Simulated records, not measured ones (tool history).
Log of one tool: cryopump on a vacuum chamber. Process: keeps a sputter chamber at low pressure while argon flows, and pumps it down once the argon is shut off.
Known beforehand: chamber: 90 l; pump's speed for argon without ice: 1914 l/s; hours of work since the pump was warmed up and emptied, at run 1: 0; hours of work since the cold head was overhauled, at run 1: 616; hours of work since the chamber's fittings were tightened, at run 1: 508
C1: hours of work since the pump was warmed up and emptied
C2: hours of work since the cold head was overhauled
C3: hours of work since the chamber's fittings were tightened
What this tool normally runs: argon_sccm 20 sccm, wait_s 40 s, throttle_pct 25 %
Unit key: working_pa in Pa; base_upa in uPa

run 1 hour=0 | argon_sccm=20 wait_s=40 throttle_pct=25 | C1=0 C2=616 C3=508 | working_pa=0.0712 base_upa=0.87
run 2 hour=14.9 | argon_sccm=20 wait_s=40 throttle_pct=25 | C1=12 C2=629 C3=520 | working_pa=0.0715 base_upa=0.9
run 3 hour=29.8 | argon_sccm=20 wait_s=40 throttle_pct=25 | C1=24 C2=641 C3=532 | working_pa=0.0699 base_upa=0.89
run 4 hour=39.6 | argon_sccm=20 wait_s=69 throttle_pct=25 | C1=32 C2=648 C3=540 | working_pa=0.0717 base_upa=0.66
run 5 hour=55 | argon_sccm=20 wait_s=40 throttle_pct=25 | C1=44 C2=661 C3=552 | working_pa=0.0719 base_upa=0.92
run 6 hour=74.8 | argon_sccm=20 wait_s=40 throttle_pct=25 | C1=61 C2=677 C3=568 | working_pa=0.0712 base_upa=0.93
run 7 hour=85.1 | argon_sccm=20 wait_s=40 throttle_pct=17 | C1=69 C2=685 C3=577 | working_pa=0.1046 base_upa=0.93
run 8 hour=97.1 | argon_sccm=20 wait_s=40 throttle_pct=17 | C1=79 C2=695 C3=586 | working_pa=0.1042 base_upa=0.92
run 9 hour=109.2 | argon_sccm=20 wait_s=40 throttle_pct=17 | C1=88 C2=705 C3=596 | working_pa=0.105 base_upa=0.97
run 10 hour=117.6 | argon_sccm=20 wait_s=40 throttle_pct=17 | C1=95 C2=712 C3=603 | working_pa=0.1058 base_upa=0.91
run 11 hour=126.5 | argon_sccm=20 wait_s=40 throttle_pct=17 | C1=102 C2=719 C3=610 | working_pa=0.1048 base_upa=0.92
run 12 hour=142 | argon_sccm=20 wait_s=40 throttle_pct=17 | C1=115 C2=731 C3=623 | working_pa=0.1046 base_upa=0.94
run 13 hour=150.8 | argon_sccm=20 wait_s=40 throttle_pct=17 | C1=122 C2=738 C3=630 | working_pa=0.1048 base_upa=0.96
run 14 hour=163.5 | argon_sccm=20 wait_s=40 throttle_pct=39 | C1=132 C2=749 C3=640 | working_pa=0.0462 base_upa=0.95
run 15 hour=182.4 | argon_sccm=20 wait_s=40 throttle_pct=39 | C1=148 C2=764 C3=655 | working_pa=0.046 base_upa=0.95
run 16 hour=193.4 | argon_sccm=20 wait_s=40 throttle_pct=39 | C1=156 C2=773 C3=664 | working_pa=0.046 base_upa=0.96
run 17 hour=202.2 | argon_sccm=20 wait_s=40 throttle_pct=39 | C1=164 C2=780 C3=671 | working_pa=0.0462 base_upa=0.96
run 18 hour=217.9 | argon_sccm=20 wait_s=40 throttle_pct=39 | C1=176 C2=793 C3=684 | working_pa=0.0469 base_upa=0.93
run 19 hour=237.1 | argon_sccm=36 wait_s=170 throttle_pct=25 | C1=192 C2=808 C3=700 | working_pa=0.1304 base_upa=0.56
run 20 hour=251 | argon_sccm=37 wait_s=23 throttle_pct=18 | C1=203 C2=820 C3=711 | working_pa=0.1842 base_upa=1.37
run 21 hour=259.8 | argon_sccm=19 wait_s=109 throttle_pct=18 | C1=210 C2=827 C3=718 | working_pa=0.0952 base_upa=0.62
run 22 hour=269.9 | argon_sccm=19 wait_s=109 throttle_pct=18 | C1=218 C2=835 C3=726 | working_pa=0.0952 base_upa=0.66
run 23 hour=285.7 | argon_sccm=19 wait_s=109 throttle_pct=18 | C1=231 C2=848 C3=739 | working_pa=0.0956 base_upa=0.66
run 24 hour=301.1 | argon_sccm=19 wait_s=109 throttle_pct=18 | C1=244 C2=860 C3=751 | working_pa=0.0951 base_upa=0.66
run 25 hour=309.3 | argon_sccm=19 wait_s=192 throttle_pct=52 | C1=250 C2=867 C3=758 | working_pa=0.0339 base_upa=0.59
run 26 hour=317.8 | argon_sccm=10 wait_s=47 throttle_pct=16 | C1=257 C2=874 C3=765 | working_pa=0.0563 base_upa=0.99
run 27 hour=331.5 | argon_sccm=20 wait_s=59 throttle_pct=25 | C1=268 C2=885 C3=776 | working_pa=0.0726 base_upa=0.87
run 28 hour=348.6 | argon_sccm=20 wait_s=59 throttle_pct=25 | C1=282 C2=898 C3=790 | working_pa=0.0726 base_upa=0.8
run 29 hour=365.2 | argon_sccm=20 wait_s=59 throttle_pct=25 | C1=295 C2=912 C3=803 | working_pa=0.0733 base_upa=0.89
run 30 hour=376.6 | argon_sccm=20 wait_s=59 throttle_pct=25 | C1=305 C2=921 C3=812 | working_pa=0.0729 base_upa=0.87
run 31 hour=390.2 | argon_sccm=22 wait_s=113 throttle_pct=25 | C1=316 C2=932 C3=823 | working_pa=0.0809 base_upa=0.73

Alternative continuations, all from the tool just after run 31; predict every row:
run A hour=402.3 | argon_sccm=22 wait_s=66 throttle_pct=29 | C1=325 C2=942 C3=833 | working_pa=? base_upa=?
run B hour=402.3 | argon_sccm=24 wait_s=33 throttle_pct=15 | C1=325 C2=942 C3=833 | working_pa=? base_upa=?
run C hour=402.3 | argon_sccm=25 wait_s=40 throttle_pct=25 | C1=325 C2=942 C3=833 | working_pa=? base_upa=?
run D hour=402.3 | argon_sccm=25 wait_s=58 throttle_pct=40 | C1=325 C2=942 C3=833 | working_pa=? base_upa=?
run E hour=402.3 | argon_sccm=10 wait_s=22 throttle_pct=44 | C1=325 C2=942 C3=833 | working_pa=? base_upa=?

run=A working_pa=0.0703 base_upa=0.88
run=B working_pa=0.1445 base_upa=1.11
run=C working_pa=0.0907 base_upa=1.05
run=D working_pa=0.0578 base_upa=0.88
run=E working_pa=0.0219 base_upa=1.42
Without the tool's hidden state the same runs would have given:
run=A working_pa=0.0675 base_upa=0.5
run=B working_pa=0.1415 base_upa=0.75
run=C working_pa=0.0876 base_upa=0.68
run=D working_pa=0.0547 base_upa=0.52
run=E working_pa=0.0207 base_upa=1.06
